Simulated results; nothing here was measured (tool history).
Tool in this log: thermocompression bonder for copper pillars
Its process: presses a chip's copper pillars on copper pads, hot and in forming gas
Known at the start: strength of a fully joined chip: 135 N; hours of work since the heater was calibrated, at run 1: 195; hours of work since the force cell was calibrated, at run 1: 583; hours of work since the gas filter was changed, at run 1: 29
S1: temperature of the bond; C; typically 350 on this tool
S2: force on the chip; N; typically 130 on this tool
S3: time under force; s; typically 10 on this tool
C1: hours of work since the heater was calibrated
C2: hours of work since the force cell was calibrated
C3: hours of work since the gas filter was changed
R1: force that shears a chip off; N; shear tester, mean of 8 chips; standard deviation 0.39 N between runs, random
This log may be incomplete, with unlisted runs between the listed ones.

run   hour   S1   S2  S3   C1   C2   C3    R1
  1      0  350  130  10  195  583   29  63.4
  2   19.7  350  130  10  206  594   41  64.1
  3   40.5  350  130  10  219  606   53  62.4
  4     59  350  101  10  229  617   64  53.8
  5   75.4  350  130  10  239  627   74  62.2
  6   92.9  350  130  10  249  637   84  61.5
  7  107.9  350  130  10  258  646   93  60.4
  8  129.1  327  195  10  271  658  105  62.1
  9  150.1  324   95  10  283  671  118  40.4

Run 10 has not been measured yet. What should we expect?
 10  163.1  324  95  10  291  678  125   ?

R1: 40 N
Without the tool's hidden state the same run would have given R1 44.9 N.
